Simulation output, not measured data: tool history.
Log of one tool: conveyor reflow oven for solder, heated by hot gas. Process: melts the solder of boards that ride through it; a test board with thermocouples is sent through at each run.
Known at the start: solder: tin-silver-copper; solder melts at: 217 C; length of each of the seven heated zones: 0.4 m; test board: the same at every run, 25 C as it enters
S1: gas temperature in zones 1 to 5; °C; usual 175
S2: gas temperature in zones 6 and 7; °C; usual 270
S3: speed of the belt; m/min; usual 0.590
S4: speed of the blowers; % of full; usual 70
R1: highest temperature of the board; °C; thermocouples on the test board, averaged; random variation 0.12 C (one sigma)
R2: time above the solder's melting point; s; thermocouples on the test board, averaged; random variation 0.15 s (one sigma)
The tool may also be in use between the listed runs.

run	hour	S1	S2	S3	S4	R1	R2
1	0.0	175	270	0.590	70	260.0	68.7
2	22.1	175	270	0.590	70	259.8	68.6
3	47.0	175	270	0.592	70	259.6	68.4
4	70.5	175	270	0.590	70	259.9	68.6
5	91.8	175	270	0.590	70	259.8	68.5
6	111.1	175	270	0.590	70	259.8	68.8
7	133.1	175	270	0.590	70	259.8	68.8
8	164.2	175	270	0.590	70	259.8	68.4
9	197.5	175	270	0.590	70	259.8	69.1
10	229.0	175	264	0.590	70	254.5	65.7
11	245.4	175	264	0.590	70	254.4	65.4
12	273.5	175	264	0.590	70	254.6	65.4
13	297.1	175	270	0.590	70	259.8	68.7
14	333.1	175	270	0.590	74	260.8	69.4
15	355.0	175	270	0.590	74	260.9	69.3
16	379.0	175	270	0.590	74	260.8	69.4
17	417.4	175	276	0.590	70	265.7	71.9
18	436.5	175	270	0.649	70	257.2	60.6
19	453.6	175	270	0.649	70	257.4	60.6
20	477.8	175	270	0.590	60	258.1	67.2
21	514.2	175	281	0.537	70	272.9	82.8
22	549.9	169	270	0.590	70	259.4	66.4
23	578.0	169	270	0.590	70	259.4	66.4
24	602.2	180	280	0.576	65	269.6	77.9
25	640.1	179	270	0.673	57	253.8	56.5
26	661.0	179	270	0.673	62	255.1	58.0
27	676.7	179	270	0.673	62	255.3	57.6
# hour 685.8: flux residue cleaned out of gas plates and filters
28	698.8	179	270	0.556	62	261.4	75.9
29	717.0	172	270	0.546	58	260.3	73.6
30	748.0	175	269	0.581	52	256.5	67.0
31	781.6	160	262	0.551	52	249.3	60.1

Measured less the same run without the tool's hidden state. The same run-to-run variation is in both; the gauge's scatter may not be:
The hidden state here: heat that the gas passes to the board, % of a clean oven's; belt's true speed, % of the reading; true gas temperature in zones 6 and 7 over the reading, C; drift of the gauge itself on peak_c, C; drift of the gauge itself on liquid_s, %.
run	R1	R2
1	+0.8	+1.4
2	+0.9	+1.4
3	+0.9	+1.4
4	+1.0	+1.5
5	+0.9	+1.4
6	+1.0	+1.5
7	+0.9	+1.5
8	+0.9	+1.5
9	+1.0	+1.6
10	+1.1	+1.7
11	+1.1	+1.6
12	+1.1	+1.7
13	+1.1	+1.7
14	+1.1	+1.6
15	+1.1	+1.7
16	+1.1	+1.7
17	+1.1	+1.8
18	+1.1	+1.6
19	+1.1	+1.6
20	+1.2	+1.9
21	+1.3	+2.1
22	+1.2	+1.9
23	+1.3	+1.9
24	+1.3	+2.1
25	+1.2	+1.9
26	+1.2	+1.9
27	+1.2	+1.8
28	+2.2	+3.0
29	+2.3	+3.2
30	+2.4	+3.2
31	+2.5	+3.6

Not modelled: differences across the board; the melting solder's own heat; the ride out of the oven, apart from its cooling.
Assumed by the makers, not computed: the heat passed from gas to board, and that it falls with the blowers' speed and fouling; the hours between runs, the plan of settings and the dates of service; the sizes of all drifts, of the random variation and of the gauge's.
